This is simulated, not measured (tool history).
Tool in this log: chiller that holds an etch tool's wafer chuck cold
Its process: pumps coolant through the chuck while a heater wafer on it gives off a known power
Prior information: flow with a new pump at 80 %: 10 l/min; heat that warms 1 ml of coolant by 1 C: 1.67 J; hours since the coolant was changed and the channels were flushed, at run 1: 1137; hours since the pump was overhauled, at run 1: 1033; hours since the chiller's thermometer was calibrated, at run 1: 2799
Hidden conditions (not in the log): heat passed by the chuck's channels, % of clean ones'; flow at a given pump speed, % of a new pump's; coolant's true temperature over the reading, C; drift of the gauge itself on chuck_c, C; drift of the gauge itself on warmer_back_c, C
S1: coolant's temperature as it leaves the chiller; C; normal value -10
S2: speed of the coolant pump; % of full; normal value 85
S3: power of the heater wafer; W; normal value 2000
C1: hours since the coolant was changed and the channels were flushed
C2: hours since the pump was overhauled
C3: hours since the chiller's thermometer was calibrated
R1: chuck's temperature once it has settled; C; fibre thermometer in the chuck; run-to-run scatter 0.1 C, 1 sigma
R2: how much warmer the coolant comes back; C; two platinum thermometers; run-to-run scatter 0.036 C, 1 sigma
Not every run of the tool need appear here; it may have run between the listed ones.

| run | day | S1 | S2 | S3 | C1 | C2 | C3 | R1 | R2 |
|---|---|---|---|---|---|---|---|---|---|
| 1 | 0.000 | -10 | 85 | 2000 | 1137 | 1033 | 2799 | 5.2 | 6.72 |
| 2 | 1.462 | -10 | 85 | 2000 | 1172 | 1068 | 2834 | 5.3 | 6.81 |
| 3 | 2.792 | -10 | 85 | 2000 | 1204 | 1100 | 2866 | 5.2 | 6.77 |
| 4 | 4.946 | -10 | 97 | 2000 | 1256 | 1152 | 2917 | 3.9 | 5.87 |
| 5 | 7.200 | -10 | 85 | 2000 | 1310 | 1206 | 2972 | 5.4 | 6.68 |
| 6 | 10.038 | -10 | 85 | 2000 | 1378 | 1274 | 3040 | 5.2 | 6.71 |
| 7 | 13.258 | -10 | 85 | 2000 | 1455 | 1352 | 3117 | 5.3 | 6.57 |
| 8 | 16.004 | -4 | 85 | 2000 | 1521 | 1417 | 3183 | 11.4 | 6.51 |
| 9 | 18.379 | -4 | 85 | 2000 | 1578 | 1474 | 3240 | 11.3 | 6.52 |
| 10 | 20.796 | -4 | 85 | 2000 | 1636 | 1532 | 3298 | 11.3 | 6.57 |
| 11 | 24.000 | -4 | 85 | 2000 | 1713 | 1609 | 3375 | 11.5 | 6.42 |
| 12 | 26.258 | -4 | 85 | 2652 | 1767 | 1664 | 3429 | 16.1 | 8.67 |
| 13 | 27.854 | -4 | 85 | 2652 | 1806 | 1702 | 3467 | 16.2 | 8.56 |
| 14 | 30.079 | -4 | 85 | 2652 | 1859 | 1755 | 3521 | 16.2 | 8.65 |
| 15 | 31.550 | -4 | 85 | 2652 | 1894 | 1791 | 3556 | 16.2 | 8.58 |
|  | 33.029 | gauge calibrated |
|  | 33.446 | chiller's thermometer calibrated |
| 16 | 33.975 | 0 | 85 | 2000 | 1952 | 1848 | 13 | 15.3 | 6.82 |
| 17 | 36.704 | -14 | 89 | 1177 | 2017 | 1913 | 78 | -5.2 | 3.71 |
| 18 | 39.017 | -18 | 85 | 2000 | 2073 | 1969 | 134 | -2.6 | 6.72 |
| 19 | 40.838 | -18 | 85 | 2000 | 2116 | 2012 | 177 | -2.7 | 6.68 |
| 20 | 42.850 | -13 | 73 | 1798 | 2165 | 2061 | 226 | 2.3 | 6.98 |
| 21 | 45.062 | -13 | 73 | 1798 | 2218 | 2114 | 279 | 2.3 | 6.96 |
| 22 | 47.867 | -16 | 83 | 2557 | 2285 | 2181 | 346 | 4.2 | 8.66 |
| 23 | 49.312 | -6 | 61 | 2557 | 2320 | 2216 | 381 | 19.2 | 11.89 |

What does the tool deliver on the next run?
| 24 | 50.783 | -19 | 77 | 2557 | 2355 | 2251 | 416 | ? | ? |

R1: 2.1 C
R2: 9.37 C
Minus the tool's unlogged condition, the same run would have read R1 2.1 C, R2 9.59 C.
